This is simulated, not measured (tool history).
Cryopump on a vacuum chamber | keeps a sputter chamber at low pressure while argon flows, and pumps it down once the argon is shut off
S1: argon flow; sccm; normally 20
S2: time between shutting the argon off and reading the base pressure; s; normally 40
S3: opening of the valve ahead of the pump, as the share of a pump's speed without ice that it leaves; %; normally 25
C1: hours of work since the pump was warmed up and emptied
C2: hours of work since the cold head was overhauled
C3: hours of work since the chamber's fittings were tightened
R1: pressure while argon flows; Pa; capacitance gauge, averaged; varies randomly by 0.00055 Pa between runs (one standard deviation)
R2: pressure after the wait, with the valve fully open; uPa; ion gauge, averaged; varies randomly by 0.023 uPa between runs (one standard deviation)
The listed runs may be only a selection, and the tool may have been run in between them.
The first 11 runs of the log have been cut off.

run   hour  S1   S2  S3   C1   C2   C3      R1    R2
 12  164.7  20  166  25  209  533  735  0.0636  1.45
 13  179.1  20  166  25  218  541  744  0.0640  1.46
 14  191.4  20   40  26  225  549  751  0.0617  2.03
 15  214.1  20   40  25  239  563  765  0.0635  2.02
 16  232.5  20   40  25  250  574  776  0.0647  2.11
 17  255.2  20   40  25  264  587  790  0.0643  2.10
 18  267.4  19   47  60  271  595  797  0.0284  2.06
 19  290.0  20  241  35  285  609  811  0.0484  1.69
 20  300.4  20  241  35  291  615  817  0.0483  1.65
 21  323.2  20   40  27  305  629  831  0.0613  2.31
 22  342.0  20   40  27  316  640  843  0.0612  2.36
     352.1  -- pump warmed up, emptied and cooled again
 23  357.4  20   40  27    3  646  849  0.0562  1.78
 24  370.1  20   40  27   11  654  857  0.0547  1.78
 25  392.7  20   40  22   25  668  870  0.0681  1.87
 26  411.5  20   40  22   36  679  882  0.0686  1.85
 27  427.8  12   40  29   46  689  891  0.0319  1.94
 28  440.9   9   49  25   54  697  899  0.0282  1.78
 29  458.1   9   49  25   64  707  910  0.0280  1.85
 30  474.2   9   49  25   74  717  920  0.0265  1.88
 31  493.3  22   40  17   86  729  931  0.0978  2.02
 32  513.9  22   40  17   98  741  944  0.0974  2.11
 33  526.3  30   40  46  105  749  951  0.0512  2.11

Predict each of these 3 candidate next runs independently; none follows another, all start after run 33:
  A  536.9  13  62  25  112  755  958   ?   ?
  B  536.9  20  40  27  112  755  958   ?   ?
  C  536.9  30  40  47  112  755  958   ?   ?

run      R1    R2
  A  0.0404  1.87
  B  0.0564  2.15
  C  0.0497  2.12
Had the tool no hidden state, the same runs would have come out as:
run      R1    R2
  A  0.0390  0.54
  B  0.0544  0.78
  C  0.0466  0.78
